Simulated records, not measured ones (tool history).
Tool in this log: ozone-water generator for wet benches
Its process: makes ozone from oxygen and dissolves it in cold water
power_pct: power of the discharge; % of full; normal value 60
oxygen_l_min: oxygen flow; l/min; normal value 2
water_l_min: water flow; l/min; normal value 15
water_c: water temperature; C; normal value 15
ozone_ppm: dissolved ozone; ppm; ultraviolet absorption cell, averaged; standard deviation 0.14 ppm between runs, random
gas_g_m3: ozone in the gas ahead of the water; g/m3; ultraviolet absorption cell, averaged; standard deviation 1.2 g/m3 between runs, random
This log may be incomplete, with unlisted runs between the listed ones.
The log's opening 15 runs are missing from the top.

run,hour,power_pct,oxygen_l_min,water_l_min,water_c,hours of work since the electrodes were changed,hours of work since the contactor was cleaned,hours of work since the thermometer was calibrated,ozone_ppm,gas_g_m3
16,1273,60,2.89,15,15,2679,1754,2679,17.1,188.5
17,1330.7,60,2.89,15,15,2733,1809,2733,17.4,189.7
18,1402.7,45,2.75,14,16,2801,1877,2801,14.8,157.3
# hour 1463.1: water thermometer calibrated
19,1507.4,91,2.15,10,12,2900,1976,42,33.5,285.7
# hour 1518.8: contactor cleaned
20,1600.4,60,1.15,14,12,2984,77,126,13.8,271.1
21,1698.1,60,1.15,14,12,3077,170,219,13.7,271.3
22,1805.2,98,2,17,12,3178,271,320,19.4,308.9
23,1892,46,1.77,15,15,3260,353,402,12,190.8
# hour 1921: contactor cleaned, once more
24,1983.9,46,1.77,14,12,3343,60,485,13.6,189.2
25,2073.1,91,1.21,15,15,3428,144,570,17.8,359.1
26,2179.6,60,2,22,15,3528,245,670,9.9,217.4
27,2239.8,55,2,11,9,3585,302,727,21.5,204.9
28,2327,55,1.99,14,14,3668,384,810,16,205.5
29,2379.9,58,2,15,13,3718,434,860,15.3,210.9
30,2477.4,58,2,15,13,3810,526,952,15.3,211.3
31,2539.8,76,1.72,21,21,3869,586,1011,11.3,270.7
32,2628.1,79,1.72,18,13,3953,669,1095,14.5,278.4
33,2705.1,89,2,15,20,4026,742,1167,19.6,286.5
34,2775.1,89,2,15,20,4092,808,1234,19.8,285.8

3 options for the next run, each taken on its own from the tool as it stands now. Forecast them:
A,2865.9,70,2,13,8,4178,894,1320,?,?
B,2865.9,60,2,15,17,4178,894,1320,?,?
C,2865.9,60,1.19,23,15,4178,894,1320,?,?

run,ozone_ppm,gas_g_m3
A,21.3,240
B,15.1,214.5
C,7.3,264.6
Stripped of hidden state, with their random variation kept, the same runs would have yielded:
run,ozone_ppm,gas_g_m3
A,22.3,250.4
B,15.8,222.8
C,7.6,274.7
